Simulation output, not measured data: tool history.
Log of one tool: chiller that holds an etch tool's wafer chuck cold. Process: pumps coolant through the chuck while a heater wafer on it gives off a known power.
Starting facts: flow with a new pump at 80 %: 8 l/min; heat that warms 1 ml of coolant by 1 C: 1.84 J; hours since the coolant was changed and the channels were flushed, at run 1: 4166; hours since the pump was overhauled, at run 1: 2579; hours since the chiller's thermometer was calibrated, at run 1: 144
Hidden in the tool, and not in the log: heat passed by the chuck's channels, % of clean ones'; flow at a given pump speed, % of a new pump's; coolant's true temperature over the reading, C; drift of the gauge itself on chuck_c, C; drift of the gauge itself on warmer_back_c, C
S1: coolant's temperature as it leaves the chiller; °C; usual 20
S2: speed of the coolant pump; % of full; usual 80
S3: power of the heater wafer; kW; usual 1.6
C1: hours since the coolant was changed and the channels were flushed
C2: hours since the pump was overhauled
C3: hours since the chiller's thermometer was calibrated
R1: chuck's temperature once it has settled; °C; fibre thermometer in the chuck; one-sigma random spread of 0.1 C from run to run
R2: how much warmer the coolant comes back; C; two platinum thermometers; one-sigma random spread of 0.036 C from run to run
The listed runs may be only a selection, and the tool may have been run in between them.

Run 1, hour 0: usual settings; C1 4166; C2 2579; C3 144. Result: R1 32 °C, R2 6.74 C.
Run 2, hour 46.6: usual settings; C1 4213; C2 2626; C3 190. Result: R1 32 °C, R2 6.82 C.
Run 3, hour 78.8: usual settings; C1 4245; C2 2658; C3 223. Result: R1 32 °C, R2 6.71 C.
Run 4, hour 128: usual settings but S2 94 % of full; C1 4294; C2 2707; C3 272. Result: R1 30.7 °C, R2 5.63 C.
Run 5, hour 191.3: usual settings but S2 94 % of full; C1 4357; C2 2771; C3 335. Result: R1 30.7 °C, R2 5.64 C.
Run 6, hour 234.1: usual settings but S2 94 % of full; C1 4400; C2 2813; C3 378. Result: R1 30.6 °C, R2 5.61 C.
Run 7, hour 292.1: usual settings but S2 94 % of full; C1 4458; C2 2871; C3 436. Result: R1 30.5 °C, R2 5.64 C.
Run 8, hour 328.1: usual settings; C1 4494; C2 2908; C3 472. Result: R1 31.8 °C, R2 6.81 C.
Run 9, hour 373.6: usual settings but S1 18 °C; C1 4540; C2 2953; C3 517. Result: R1 29.9 °C, R2 6.75 C.
Run 10, hour 437.9: usual settings but S1 16 °C, S2 93 % of full; C1 4604; C2 3017; C3 582. Result: R1 27 °C, R2 5.72 C.
Run 11, hour 490: usual settings but S2 93 % of full; C1 4656; C2 3069; C3 634. Result: R1 30.7 °C, R2 5.74 C.
Run 12, hour 525.5: usual settings but S2 93 % of full; C1 4692; C2 3105; C3 669. Result: R1 30.6 °C, R2 5.8 C.
Run 13, hour 590.6: usual settings but S1 15 °C, S2 77 % of full, S3 1.071 kW; C1 4757; C2 3170; C3 734. Result: R1 23.3 °C, R2 4.77 C.
Run 14, hour 646.7: usual settings but S1 15 °C, S2 77 % of full, S3 1.071 kW; C1 4813; C2 3226; C3 791. Result: R1 23.3 °C, R2 4.78 C.
Run 15, hour 696.5: usual settings but S1 18 °C, S2 86 % of full, S3 1.422 kW; C1 4863; C2 3276; C3 840. Result: R1 27.9 °C, R2 5.56 C.

5 options for the next run, each taken on its own from the tool as it stands now. Forecast them:
Run A, hour 751.8: usual settings but S1 12 °C, S2 100 % of full, S3 1.755 kW; C1 4918; C2 3331; C3 896. Result: R1 ?, R2 ?.
Run B, hour 751.8: usual settings but S1 17 °C, S2 91 % of full, S3 1.292 kW; C1 4918; C2 3331; C3 896. Result: R1 ?, R2 ?.
Run C, hour 751.8: usual settings but S1 17 °C, S2 81 % of full, S3 1.632 kW; C1 4918; C2 3331; C3 896. Result: R1 ?, R2 ?.
Run D, hour 751.8: usual settings but S1 15 °C, S2 81 % of full, S3 1.422 kW; C1 4918; C2 3331; C3 896. Result: R1 ?, R2 ?.
Run E, hour 751.8: usual settings but S1 10 °C; C1 4918; C2 3331; C3 896. Result: R1 ?, R2 ?.

run    R1    R2
  A  23.2  5.85
  B  25.8  4.76
  C  29.2  6.83
  D  25.4  6.03
  E  22.1   6.8
Stripped of hidden state, with their random variation kept, the same runs would have yielded:
run    R1    R2
  A  22.6   5.6
  B  25.4  4.56
  C  28.6  6.53
  D  24.9  5.78
  E  21.5   6.5

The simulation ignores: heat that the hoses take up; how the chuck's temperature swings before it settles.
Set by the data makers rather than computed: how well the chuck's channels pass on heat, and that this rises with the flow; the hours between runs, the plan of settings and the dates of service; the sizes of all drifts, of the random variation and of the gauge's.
